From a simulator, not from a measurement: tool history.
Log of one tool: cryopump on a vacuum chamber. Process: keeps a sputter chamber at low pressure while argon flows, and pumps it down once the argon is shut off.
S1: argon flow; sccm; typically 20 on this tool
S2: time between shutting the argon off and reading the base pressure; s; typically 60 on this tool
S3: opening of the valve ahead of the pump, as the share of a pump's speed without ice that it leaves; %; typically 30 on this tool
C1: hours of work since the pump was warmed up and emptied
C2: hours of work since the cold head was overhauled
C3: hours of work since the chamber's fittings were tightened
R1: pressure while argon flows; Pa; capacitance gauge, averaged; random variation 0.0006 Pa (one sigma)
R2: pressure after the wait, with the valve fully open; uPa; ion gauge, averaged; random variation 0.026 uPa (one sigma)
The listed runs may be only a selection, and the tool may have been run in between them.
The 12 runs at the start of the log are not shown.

run	day	S1	S2	S3	C1	C2	C3	R1	R2
13	15.454	9	60	30	619	619	121	0.0417	1.27
14	17.088	9	60	30	650	650	152	0.042	1.25
15	18.767	9	65	30	682	682	184	0.0419	1.17
16	20.175	20	60	30	709	709	211	0.0942	1.26
# day 20.975: pump warmed up, emptied and cooled again
17	21.804	20	60	30	16	736	238	0.0837	1.16
18	23.275	20	60	30	44	764	266	0.0843	1.16
19	24.179	20	60	30	61	781	283	0.0838	1.22
20	25.45	12	26	46	85	805	307	0.034	2.41
21	26.233	25	53	43	100	820	322	0.075	1.32
22	27.05	11	49	43	116	836	338	0.0325	1.36
23	28.792	23	136	53	149	869	371	0.0559	0.75
24	30.246	36	86	59	176	897	398	0.0799	0.99
25	31.1	9	60	57	193	913	415	0.02	1.26
26	32.804	39	215	25	225	945	447	0.199	0.65
27	33.588	39	215	25	240	960	462	0.1981	0.62
28	35.321	39	215	25	273	993	495	0.2029	0.64
29	36.762	39	215	25	300	1021	522	0.2026	0.67
30	37.888	39	225	25	322	1042	544	0.2025	0.7
31	39.267	39	225	25	348	1068	570	0.2031	0.71
32	40.579	39	36	25	373	1093	595	0.203	1.89
33	41.838	20	60	16	397	1117	619	0.1607	1.39
34	43.338	30	216	19	425	1146	647	0.2062	0.75

Each row is a separate what-if for the run after 34, all from the same tool condition, not one after another. Results?
A	44.6	17	60	30	449	1170	671	?	?
B	44.6	35	105	19	449	1170	671	?	?
C	44.6	27	66	32	449	1170	671	?	?
D	44.6	20	87	30	449	1170	671	?	?

run	R1	R2
A	0.0758	1.41
B	0.2401	1.05
C	0.1128	1.31
D	0.0892	1.15
Without the tool's hidden state the same runs would have given:
run	R1	R2
A	0.0703	1.11
B	0.2289	0.76
C	0.1042	1.01
D	0.0827	0.84
